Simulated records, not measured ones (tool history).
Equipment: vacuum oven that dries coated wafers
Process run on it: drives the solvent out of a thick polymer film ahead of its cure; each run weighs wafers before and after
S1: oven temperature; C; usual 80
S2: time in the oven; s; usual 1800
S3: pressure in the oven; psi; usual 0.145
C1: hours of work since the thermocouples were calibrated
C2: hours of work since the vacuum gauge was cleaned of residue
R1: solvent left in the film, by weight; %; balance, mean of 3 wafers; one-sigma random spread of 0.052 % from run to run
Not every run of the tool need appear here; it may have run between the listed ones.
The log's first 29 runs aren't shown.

| run | hour | S1 | S2 | S3 | C1 | C2 | R1 |
|---|---|---|---|---|---|---|---|
| 30 | 2822.1 | 76 | 1140 | 0.146 | 974 | 423 | 4.67 |
| 31 | 2882.4 | 68 | 2160 | 0.145 | 1006 | 456 | 4.72 |
| 32 | 2947.5 | 70 | 1920 | 0.138 | 1041 | 490 | 4.48 |
| 33 | 3071.8 | 70 | 1920 | 0.551 | 1108 | 557 | 6.27 |
| 34 | 3138.4 | 70 | 1920 | 0.551 | 1143 | 593 | 6.36 |
|  | 3190.0 | oven's thermocouples calibrated |
| 35 | 3218.1 | 70 | 1920 | 0.300 | 15 | 634 | 4.82 |
| 36 | 3279.4 | 91 | 1200 | 0.258 | 48 | 667 | 1.55 |
| 37 | 3353.9 | 78 | 1080 | 0.145 | 88 | 707 | 4.15 |
| 38 | 3427.7 | 78 | 3060 | 0.088 | 127 | 746 | 1.13 |
| 39 | 3488.5 | 68 | 1320 | 0.097 | 160 | 779 | 5.86 |
| 40 | 3557.3 | 68 | 1320 | 0.097 | 197 | 816 | 6.09 |

Forecast each of these 4 alternatives for the next run:
| A | 3648.0 | 83 | 3000 | 0.097 | 245 | 864 | ? |
| B | 3648.0 | 91 | 3060 | 0.097 | 245 | 864 | ? |
| C | 3648.0 | 68 | 1320 | 0.097 | 245 | 864 | ? |
| D | 3648.0 | 80 | 1980 | 0.145 | 245 | 864 | ? |

| run | R1 |
|---|---|
| A | 0.72 |
| B | 0.37 |
| C | 6.09 |
| D | 1.93 |
Without the tool's unlogged condition, the same runs would have read:
| run | R1 |
|---|---|
| A | 0.57 |
| B | 0.26 |
| C | 5.88 |
| D | 1.73 |
